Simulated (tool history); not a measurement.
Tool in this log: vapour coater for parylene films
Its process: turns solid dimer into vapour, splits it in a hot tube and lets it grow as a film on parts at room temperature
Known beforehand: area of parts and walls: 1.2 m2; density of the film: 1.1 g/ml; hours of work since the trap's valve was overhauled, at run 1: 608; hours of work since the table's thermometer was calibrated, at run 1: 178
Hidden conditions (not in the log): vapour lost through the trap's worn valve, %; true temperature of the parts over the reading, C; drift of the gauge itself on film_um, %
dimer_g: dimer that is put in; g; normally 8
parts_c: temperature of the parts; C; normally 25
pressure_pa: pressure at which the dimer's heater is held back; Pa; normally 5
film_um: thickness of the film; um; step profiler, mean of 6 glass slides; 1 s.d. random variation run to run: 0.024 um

run     day  dimer_g  parts_c  pressure_pa  hours of work since the trap's valve was overhauled  hours of work since the table's thermometer was calibrated  film_um
  1       0        8       25            5                                                  608                                                         178     3.02
  2   0.688        8       25            5                                                  616                                                         186     2.98
  3   1.342        8       25            5                                                  624                                                         194     3.05
  4   1.638        8       25         6.44                                                  628                                                         198     2.95
  5    2.25        8       25         6.44                                                  635                                                         205     2.97
  6   2.658        8       25         6.44                                                  640                                                         210     2.99
  7   3.262        8       25            5                                                  648                                                         218     3.08
  8   3.596        8       25         6.87                                                  652                                                         222     2.99
  9   4.033        8       25         6.87                                                  657                                                         227     2.97
 10   4.696        8       23            5                                                  665                                                         235     3.28
 11   5.167        8       23            5                                                  671                                                         241      3.3
 12   5.754        8       23            5                                                  678                                                         248      3.3
 13   6.367        8       25            5                                                  686                                                         256     3.01
      6.696  -- trap's valve overhauled
 14   7.008        8       25            5                                                    4                                                         261     3.06
 15   7.304        5       25            5                                                    7                                                         265      1.9
 16   7.608        5       25            5                                                   11                                                         269     1.92
 17   8.138        5       25            5                                                   18                                                         275     1.92
 18     8.5        5       25            5                                                   22                                                         280     1.91
 19   9.033        5       25            5                                                   29                                                         286     1.86
 20   9.367        5       25            5                                                   33                                                         290     1.91
 21   9.962        5       25            5                                                   40                                                         298      1.9
 22  10.292        8       25         6.18                                                   44                                                         301     2.96
 23  10.921        8       25         6.18                                                   52                                                         309     3.02
 24  11.254        8       25         6.18                                                   56                                                         313        3
 25  11.675        8       25         6.18                                                   61                                                         318     3.01
 26  12.158        8       19          2.1                                                   67                                                         324      4.3
 27  12.612        4       25         5.35                                                   72                                                         330     1.53
 28  13.267        9       21         3.76                                                   80                                                         338     4.21
 29  13.738       10       24            5                                                   86                                                         344     3.98
 30  14.375        5       35         2.42                                                   94                                                         351     1.29
 31  15.029       11       30            5                                                  102                                                         359     3.38
 32  15.567       11       30            5                                                  108                                                         366     3.32
 33  16.067       10       25            5                                                  115                                                         372     3.79
 34  16.596       10       25            5                                                  121                                                         379      3.8
 35  16.979       10       25            5                                                  126                                                         383     3.82
 36  17.583       12       24          3.8                                                  133                                                         391     4.89
 37  17.908       12       24          3.8                                                  137                                                         395     4.89
 38  18.271       12       25         3.67                                                  141                                                         399     4.69
 39  18.746        3       26         3.34                                                  147                                                         405      1.1
 40  19.329        3       26         3.34                                                  154                                                         412     1.15
 41  19.871       11       26         3.34                                                  161                                                         419     4.13
 42  20.412        5       25         2.76                                                  168                                                         425     1.99
 43  20.842        4       18         2.89                                                  173                                                         430     2.21
 44  21.188        8       25         4.98                                                  177                                                         435        3
 45  21.667       13       25            5                                                  183                                                         441     4.91
 46  22.075       13       25            5                                                  188                                                         446     4.91
 47  22.617       13       25            5                                                  195                                                         452     4.97

For each entry between runs, how does the tool's hidden state at the last listed run before it compare with that at the first listed run after it?
From run 13 to run 14: trap's valve overhauled (day 6.696)
  vapour lost through the trap's worn valve, %: 0.4 -> 0
